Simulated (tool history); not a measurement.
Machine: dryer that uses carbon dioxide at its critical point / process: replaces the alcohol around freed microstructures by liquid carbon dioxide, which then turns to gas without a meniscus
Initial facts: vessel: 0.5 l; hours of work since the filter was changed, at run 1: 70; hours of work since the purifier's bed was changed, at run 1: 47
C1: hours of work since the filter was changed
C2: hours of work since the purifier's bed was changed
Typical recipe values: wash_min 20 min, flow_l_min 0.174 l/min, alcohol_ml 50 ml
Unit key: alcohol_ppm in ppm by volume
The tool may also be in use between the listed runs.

run 1 day=0 | wash_min=20 flow_l_min=0.174 alcohol_ml=50 | C1=70 C2=47 | alcohol_ppm=230
run 2 day=0.312 | wash_min=20 flow_l_min=0.174 alcohol_ml=50 | C1=72 C2=49 | alcohol_ppm=228
run 3 day=0.471 | wash_min=20 flow_l_min=0.174 alcohol_ml=50 | C1=74 C2=50 | alcohol_ppm=219
run 4 day=0.696 | wash_min=20 flow_l_min=0.174 alcohol_ml=50 | C1=75 C2=52 | alcohol_ppm=224
run 5 day=1.071 | wash_min=20 flow_l_min=0.223 alcohol_ml=50 | C1=78 C2=55 | alcohol_ppm=52
run 6 day=1.367 | wash_min=20 flow_l_min=0.223 alcohol_ml=50 | C1=81 C2=58 | alcohol_ppm=59
run 7 day=1.533 | wash_min=20 flow_l_min=0.223 alcohol_ml=50 | C1=82 C2=59 | alcohol_ppm=54
run 8 day=1.746 | wash_min=20 flow_l_min=0.223 alcohol_ml=50 | C1=84 C2=61 | alcohol_ppm=51
run 9 day=2.004 | wash_min=20 flow_l_min=0.187 alcohol_ml=50 | C1=86 C2=63 | alcohol_ppm=157
run 10 day=2.271 | wash_min=20 flow_l_min=0.187 alcohol_ml=50 | C1=88 C2=65 | alcohol_ppm=154
run 11 day=2.504 | wash_min=20 flow_l_min=0.187 alcohol_ml=50 | C1=90 C2=67 | alcohol_ppm=160
run 12 day=2.792 | wash_min=20 flow_l_min=0.187 alcohol_ml=50 | C1=92 C2=69 | alcohol_ppm=161
run 13 day=3.083 | wash_min=15 flow_l_min=0.205 alcohol_ml=89 | C1=95 C2=71 | alcohol_ppm=846
run 14 day=3.429 | wash_min=20 flow_l_min=0.279 alcohol_ml=50 | C1=97 C2=74 | alcohol_ppm=17
run 15 day=3.688 | wash_min=20 flow_l_min=0.279 alcohol_ml=50 | C1=99 C2=76 | alcohol_ppm=22
run 16 day=3.992 | wash_min=21 flow_l_min=0.165 alcohol_ml=96 | C1=102 C2=79 | alcohol_ppm=481
run 17 day=4.188 | wash_min=21 flow_l_min=0.165 alcohol_ml=96 | C1=103 C2=80 | alcohol_ppm=468
run 18 day=4.412 | wash_min=21 flow_l_min=0.165 alcohol_ml=96 | C1=105 C2=82 | alcohol_ppm=479

What if the next run were any one of these 5? Each begins from the tool's condition after run 18:
run A day=4.712 | wash_min=21 flow_l_min=0.165 alcohol_ml=32 | C1=108 C2=84 | alcohol_ppm=?
run B day=4.712 | wash_min=20 flow_l_min=0.19 alcohol_ml=50 | C1=108 C2=84 | alcohol_ppm=?
run C day=4.712 | wash_min=26 flow_l_min=0.165 alcohol_ml=84 | C1=108 C2=84 | alcohol_ppm=?
run D day=4.712 | wash_min=13 flow_l_min=0.165 alcohol_ml=31 | C1=108 C2=84 | alcohol_ppm=?
run E day=4.712 | wash_min=22 flow_l_min=0.11 alcohol_ml=35 | C1=108 C2=84 | alcohol_ppm=?

run=A alcohol_ppm=165
run=B alcohol_ppm=147
run=C alcohol_ppm=112
run=D alcohol_ppm=1521
run=E alcohol_ppm=1079
With the hidden condition removed and each run's random variation left untouched, the same runs would have given:
run=A alcohol_ppm=113
run=B alcohol_ppm=97
run=C alcohol_ppm=72
run=D alcohol_ppm=1216
run=E alcohol_ppm=838
